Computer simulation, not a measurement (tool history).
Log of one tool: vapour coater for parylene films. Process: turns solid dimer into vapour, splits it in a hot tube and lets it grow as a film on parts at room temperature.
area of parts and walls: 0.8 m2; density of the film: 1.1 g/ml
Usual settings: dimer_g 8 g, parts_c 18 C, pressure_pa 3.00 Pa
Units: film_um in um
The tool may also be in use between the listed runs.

run     day  dimer_g  parts_c  pressure_pa  film_um
  1   0.000        8       18         3.00     5.12
  2   0.838       12       18         3.00     7.84
  3   1.542       12       18         3.00     7.59
  4   2.142       12       18         3.00     7.83
  5   3.021       12       18         3.00     7.73
  6   3.850        8       12         3.00     6.21
  7   4.921       13       18         3.00     8.20
  8   5.392       13       18         3.00     8.09
  9   6.438        8       11         3.00     6.16
 10   7.258        8       11         3.00     6.23
 11   7.862        8       11         3.00     6.18
 12   8.454        8       11         3.00     6.12
 13   8.933        8       18         7.10     4.35
 14   9.567        8       18         3.50     4.73
 15  10.362        8       18         3.50     4.72
 16  11.088        8       18         2.08     5.04
 17  12.275        8       18         2.08     5.75
 18  13.025        8       13         3.00     6.37
 19  13.583        8       18         3.00     5.37
 20  14.604        8       18         3.00     5.32
 21  15.688        7       17         3.00     4.78
 22  16.779        7       17         3.00     4.85
 23  17.646        3       10         2.80     2.54
 24  18.250        7       25         9.19     3.13
 25  18.983        7       25         9.19     3.05
 26  19.804        4       11         3.13     3.20
 27  20.283        4       11         3.13     3.19
 28  20.988        4       16         2.66     2.77
 29  21.854        4       16         2.66     2.75
 30  22.842        4       16         2.66     2.70
 31  23.342        4       16         2.66     2.75
 32  24.338        4       16         2.66     2.73
 33  25.258        4       10         4.22     3.10
 34  25.858        7       13         3.51     4.94
 35  26.696        7       13         3.51     4.90
 36  27.171        7       13         3.51     4.86
 37  28.208        7       13         3.51     4.85
 38  29.012        9       13         3.51     6.18
 39  29.592        9       13         3.51     6.24
 40  30.612        7       25         2.28     3.38

Taken out of this log: 1 entry between the listed runs. Where each belongs, and how the hidden state differs across it:
Between runs 16 and 17: trap's valve overhauled (day 11.750)
  vapour lost through the trap's worn valve, %: 13.2 -> 0.4; true temperature of the parts over the reading, C: 0.43 -> 0.45
  measured less the result without the state, film_um: -0.85 -> -0.11 um
